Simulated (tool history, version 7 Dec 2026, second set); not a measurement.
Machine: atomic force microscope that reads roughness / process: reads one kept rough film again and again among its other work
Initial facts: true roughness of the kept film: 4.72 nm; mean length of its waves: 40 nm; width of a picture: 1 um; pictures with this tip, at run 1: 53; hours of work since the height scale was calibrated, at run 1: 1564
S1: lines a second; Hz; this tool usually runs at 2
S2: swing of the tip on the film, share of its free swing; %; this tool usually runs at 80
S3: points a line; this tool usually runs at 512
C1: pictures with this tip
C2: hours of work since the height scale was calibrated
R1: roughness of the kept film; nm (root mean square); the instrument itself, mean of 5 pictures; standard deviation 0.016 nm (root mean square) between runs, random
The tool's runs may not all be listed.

run     day    S1  S2   S3   C1    C2     R1
  1       0     2  80  512   53  1564  3.574
  2   2.467     2  80  512  156  1606  3.262
      3.433  -- new tip fitted
  3   3.717     2  80  336   12  1627  3.715
  4     6.2     2  73  336  115  1669  3.573
      8.129  -- new tip fitted
  5   8.558     2  73  336   18  1709  3.883
  6  11.583     2  80  512  144  1761  3.288
     12.846  -- new tip fitted
  7  13.883     2  80  512   43  1800   3.66
  8  16.283     2  80  512  144  1841  3.301
     17.512  -- new tip fitted
  9  18.338     2  80  512   35  1876  3.621
 10  20.733     2  80  512  135  1917  3.307
     22.108  -- new tip fitted
 11  22.733     2  80  512   27  1951  3.688
 12  24.279  3.38  80  512   91  1977  3.128
 13  25.958  1.54  70  299  161  2006  3.553
     26.846  -- new tip fitted
 14  28.562  1.54  65  700   71  2050  3.879
 15  30.246  1.01  80  615  142  2079  3.527

Forecast run 16:
     31.579  -- new tip fitted
 16  31.629  1.15  80  286   3  2102   ?

{"run 16": {"R1": 4.029}}
Take away the tool's hidden state, keep the run-to-run variation as it was, and the same run would have given R1 3.992 nm (root mean square).

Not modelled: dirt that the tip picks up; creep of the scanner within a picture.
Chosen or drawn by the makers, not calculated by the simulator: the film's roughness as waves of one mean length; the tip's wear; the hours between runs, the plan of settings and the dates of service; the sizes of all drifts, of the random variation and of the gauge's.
